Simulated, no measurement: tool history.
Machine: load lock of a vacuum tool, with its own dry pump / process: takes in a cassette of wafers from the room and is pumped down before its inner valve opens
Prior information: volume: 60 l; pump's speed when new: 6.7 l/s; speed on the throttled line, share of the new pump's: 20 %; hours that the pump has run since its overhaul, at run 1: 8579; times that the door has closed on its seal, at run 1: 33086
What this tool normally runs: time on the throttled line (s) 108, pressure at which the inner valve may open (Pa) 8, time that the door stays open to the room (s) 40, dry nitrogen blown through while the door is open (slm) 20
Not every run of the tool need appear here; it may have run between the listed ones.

| run | hour | time on the throttled line (s) | pressure at which the inner valve may open (Pa) | time that the door stays open to the room (s) | dry nitrogen blown through while the door is open (slm) | hours that the pump has run since its overhaul | times that the door has closed on its seal | incoming humidity of the room's air, % | time from the closed door until the inner valve may open (s) | rise of the pressure with all valves shut (Pa/min) |
|---|---|---|---|---|---|---|---|---|---|---|
| 1 | 0.0 | 108 | 8 | 40 | 20 | 8579 | 33086 | 42.3 | 176.9 | 0.288 |
| 2 | 552.4 | 108 | 8 | 40 | 20 | 9131 | 35046 | 39.6 | 177.9 | 0.305 |
| 3 | 852.2 | 108 | 13 | 40 | 20 | 9431 | 36109 | 42.3 | 173.6 | 0.324 |
| 4 | 1142.1 | 108 | 13 | 40 | 20 | 9721 | 37137 | 45.2 | 174.2 | 0.333 |
| 5 | 1428.1 | 108 | 8 | 40 | 20 | 10007 | 38152 | 48.4 | 179.1 | 0.353 |
| 6 | 1950.1 | 108 | 8 | 40 | 20 | 10529 | 40004 | 45.7 | 178.5 | 0.380 |

Run 7 is up next; what results do you expect?
| 7 | 2181.7 | 108 | 8 | 40 | 5 | 10761 | 40826 | 45.3 | ? | ? |

{"run 7": {"time from the closed door until the inner valve may open (s)": 179.1, "rise of the pressure with all valves shut (Pa/min)": 0.402}}
Had the tool carried no hidden state, the very same run would have given time from the closed door until the inner valve may open (s) 171.5, rise of the pressure with all valves shut (Pa/min) 0.047.
